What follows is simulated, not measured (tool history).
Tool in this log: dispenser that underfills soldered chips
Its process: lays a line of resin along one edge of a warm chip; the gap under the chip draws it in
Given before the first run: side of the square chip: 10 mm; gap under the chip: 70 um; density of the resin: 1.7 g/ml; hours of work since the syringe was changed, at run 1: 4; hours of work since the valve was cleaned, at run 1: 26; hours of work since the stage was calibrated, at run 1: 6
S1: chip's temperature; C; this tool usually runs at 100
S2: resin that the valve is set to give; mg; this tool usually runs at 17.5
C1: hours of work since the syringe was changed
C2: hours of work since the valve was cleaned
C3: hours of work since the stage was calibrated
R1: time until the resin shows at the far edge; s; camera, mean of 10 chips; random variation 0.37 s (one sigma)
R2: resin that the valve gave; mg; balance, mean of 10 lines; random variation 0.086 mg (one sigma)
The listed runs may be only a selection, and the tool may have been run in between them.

| run | hour | S1 | S2 | C1 | C2 | C3 | R1 | R2 |
|---|---|---|---|---|---|---|---|---|
| 1 | 0 | 100 | 17.5 | 4 | 26 | 6 | 25.9 | 17.44 |
| 2 | 6.6 | 100 | 17.5 | 8 | 31 | 11 | 34.6 | 17.3 |
|  | 9.3 | new syringe of resin |
| 3 | 21.5 | 100 | 17.5 | 9 | 42 | 22 | 36.6 | 17.08 |
|  | 23.6 | new syringe of resin |
| 4 | 34.9 | 108 | 17.5 | 8 | 52 | 31 | 25.5 | 16.96 |
|  | 37.8 | new syringe of resin |
| 5 | 49.7 | 108 | 17.5 | 9 | 62 | 42 | 26.1 | 16.89 |
|  | 52 | new syringe of resin |
| 6 | 58.2 | 107 | 17.5 | 5 | 68 | 48 | 20.7 | 16.95 |
|  | 65.9 | new syringe of resin |
| 7 | 65.9 | 100 | 17.5 | 0 | 74 | 54 | 20.8 | 16.89 |
| 8 | 77.3 | 100 | 17.5 | 8 | 82 | 62 | 35.2 | 16.64 |
|  | 80.2 | new syringe of resin |
| 9 | 85 | 100 | 17.5 | 4 | 88 | 68 | 26.4 | 16.86 |
|  | 95 | new syringe of resin |
| 10 | 100 | 100 | 17.5 | 4 | 99 | 79 | 26 | 16.65 |
|  | 109.4 | new syringe of resin |
| 11 | 111.7 | 100 | 16.7 | 2 | 107 | 87 | 23.4 | 15.85 |
|  | 123.7 | new syringe of resin |
| 12 | 125.6 | 100 | 16.7 | 1 | 117 | 97 | 22.1 | 15.7 |
|  | 128 | dispensing valve cleaned and set on the balance |
| 13 | 137.8 | 102 | 18.3 | 10 | 7 | 105 | 33 | 18.26 |
|  | 139.2 | new syringe of resin |
| 14 | 148.8 | 95 | 17.5 | 7 | 15 | 113 | 39.1 | 17.34 |
|  | 153.2 | new syringe of resin |
| 15 | 163.5 | 95 | 17.5 | 8 | 26 | 124 | 40.2 | 17.3 |
|  | 166.9 | new syringe of resin |
| 16 | 178 | 93 | 16.9 | 8 | 36 | 135 | 44.9 | 16.5 |
|  | 181.2 | new syringe of resin |
| 17 | 193.4 | 102 | 16.9 | 9 | 48 | 146 | 32.6 | 16.58 |
|  | 195.1 | new syringe of resin |
| 18 | 202.1 | 98 | 20.1 | 5 | 54 | 152 | 29.3 | 19.48 |
|  | 208.7 | new syringe of resin |
| 19 | 213.1 | 86 | 16.5 | 3 | 62 | 160 | 47.2 | 16.02 |
|  | 223.4 | new syringe of resin |
| 20 | 227.2 | 110 | 18 | 3 | 72 | 170 | 15.8 | 17.44 |
|  | 237.5 | new syringe of resin |
| 21 | 240.5 | 111 | 15.7 | 2 | 82 | 180 | 15.6 | 15.11 |
|  | 251.2 | new syringe of resin |
| 22 | 253.9 | 109 | 15.3 | 2 | 91 | 189 | 17.7 | 14.48 |
|  | 264.9 | new syringe of resin |
| 23 | 268.9 | 109 | 15.3 | 3 | 102 | 200 | 17.4 | 14.72 |

Below, some changes in R1 between adjacent runs. For each, the amount present without the hidden state too (settings, incoming material, random variation) and the amount remaining for the hidden state with gauge scatter not shared by both compared results:
Unlogged tool condition in this case: resin's viscosity, % of fresh resin's; dose that the valve gives, % of what is set; true chip temperature over the reading, C; drift of the gauge itself on fill_s, %; drift of the gauge itself on given_mg, %.
Run 7 -> 8: no setting touched and nothing written in the log between the runs. R1 +14.4 s: hidden state +13.9, all else +0.5.
Run 12 -> 13: S1 100 -> 102, S2 16.7 -> 18.3, dispensing valve cleaned and set on the balance. R1 +10.9 s: hidden state +12, all else -1.1.
Run 18 -> 19: S1 98 -> 86, S2 20.1 -> 16.5, new syringe of resin. R1 +17.9 s: hidden state +0.3, all else +17.6.
Run 19 -> 20: S1 86 -> 110, S2 16.5 -> 18, new syringe of resin. R1 -31.4 s: hidden state -5.1, all else -26.3.
